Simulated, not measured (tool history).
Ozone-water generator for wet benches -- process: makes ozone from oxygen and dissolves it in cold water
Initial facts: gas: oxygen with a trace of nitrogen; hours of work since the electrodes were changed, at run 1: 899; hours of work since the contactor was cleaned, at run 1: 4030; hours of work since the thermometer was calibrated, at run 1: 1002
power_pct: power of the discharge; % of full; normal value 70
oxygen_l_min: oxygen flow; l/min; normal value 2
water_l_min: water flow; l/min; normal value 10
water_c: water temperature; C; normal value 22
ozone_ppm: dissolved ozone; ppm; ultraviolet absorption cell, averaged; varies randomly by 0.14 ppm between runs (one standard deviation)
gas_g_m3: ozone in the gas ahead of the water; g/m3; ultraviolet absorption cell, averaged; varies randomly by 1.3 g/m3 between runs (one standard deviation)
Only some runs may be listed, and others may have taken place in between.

| run | hour | power_pct | oxygen_l_min | water_l_min | water_c | hours of work since the electrodes were changed | hours of work since the contactor was cleaned | hours of work since the thermometer was calibrated | ozone_ppm | gas_g_m3 |
|---|---|---|---|---|---|---|---|---|---|---|
| 1 | 0 | 70 | 2 | 10 | 22 | 899 | 4030 | 1002 | 15.2 | 240.8 |
| 2 | 83.8 | 70 | 2 | 10 | 22 | 982 | 4113 | 1085 | 14.8 | 240.3 |
| 3 | 133 | 70 | 2 | 10 | 17 | 1031 | 4162 | 1133 | 15.7 | 240.1 |
| 4 | 198.8 | 70 | 2 | 10 | 17 | 1096 | 4226 | 1198 | 15.9 | 239.2 |
| 5 | 242.4 | 70 | 2 | 10 | 17 | 1138 | 4269 | 1241 | 15.6 | 238.7 |
| 6 | 306.3 | 70 | 2 | 10 | 17 | 1202 | 4333 | 1304 | 15.8 | 237.4 |
| 7 | 371.7 | 70 | 2 | 10 | 17 | 1266 | 4397 | 1369 | 15.7 | 237.6 |
| 8 | 436.3 | 70 | 2 | 10 | 27 | 1330 | 4461 | 1433 | 13.5 | 236.9 |
| 9 | 474.3 | 70 | 2 | 10 | 28 | 1367 | 4498 | 1470 | 13.5 | 237.6 |
| 10 | 510.8 | 70 | 2 | 10 | 28 | 1403 | 4534 | 1506 | 13.4 | 235.6 |
| 11 | 567.3 | 70 | 2 | 10 | 28 | 1459 | 4590 | 1562 | 13.4 | 236.5 |
| 12 | 647.7 | 70 | 2 | 10 | 28 | 1538 | 4669 | 1641 | 13.4 | 235.7 |
| 13 | 715.4 | 70 | 2.54 | 10 | 22 | 1605 | 4736 | 1708 | 15 | 206.2 |
| 14 | 769.7 | 70 | 2.54 | 10 | 22 | 1659 | 4790 | 1761 | 14.7 | 209.1 |
| 15 | 835.3 | 42 | 2.43 | 10 | 20 | 1723 | 4854 | 1826 | 10.5 | 146 |
| 16 | 873.8 | 42 | 2.43 | 10 | 20 | 1761 | 4892 | 1864 | 10.2 | 143.3 |
|  | 886 | contactor cleaned |
| 17 | 938.6 | 42 | 2.43 | 10 | 20 | 1821 | 52 | 1924 | 10 | 143.4 |
| 18 | 989.7 | 56 | 1.56 | 10 | 23 | 1872 | 102 | 1974 | 11.5 | 223.7 |
| 19 | 1077.9 | 70 | 1.02 | 10 | 18 | 1959 | 189 | 2061 | 13.2 | 328.2 |
| 20 | 1114.9 | 63 | 2 | 10 | 30 | 1995 | 226 | 2098 | 11.7 | 213.9 |
| 21 | 1183.1 | 63 | 1.8 | 7 | 30 | 2062 | 293 | 2165 | 16 | 225.8 |
|  | 1245.3 | contactor cleaned, once more |
| 22 | 1269.7 | 63 | 1.8 | 7 | 30 | 2144 | 24 | 2247 | 17.3 | 224.3 |
| 23 | 1338.6 | 63 | 1.8 | 7 | 30 | 2212 | 92 | 2315 | 17.3 | 225.5 |
| 24 | 1415.7 | 63 | 1.88 | 7 | 16 | 2288 | 168 | 2391 | 21.6 | 220.7 |
| 25 | 1464.1 | 84 | 1.88 | 7 | 16 | 2336 | 216 | 2438 | 26.6 | 274.8 |

3 options for the next run, each taken on its own from the tool as it stands now. Forecast them:
| A | 1544.5 | 84 | 3.45 | 15 | 25 | 2415 | 295 | 2518 | ? | ? |
| B | 1544.5 | 95 | 1.88 | 9 | 16 | 2415 | 295 | 2518 | ? | ? |
| C | 1544.5 | 84 | 1.76 | 7 | 24 | 2415 | 295 | 2518 | ? | ? |

| run | ozone_ppm | gas_g_m3 |
|---|---|---|
| A | 11.3 | 200.4 |
| B | 22.4 | 298.5 |
| C | 23.5 | 283.9 |
What these runs would have given with no unlogged condition in the tool:
| run | ozone_ppm | gas_g_m3 |
|---|---|---|
| A | 12.2 | 215.4 |
| B | 24.4 | 322.7 |
| C | 25.4 | 305.1 |
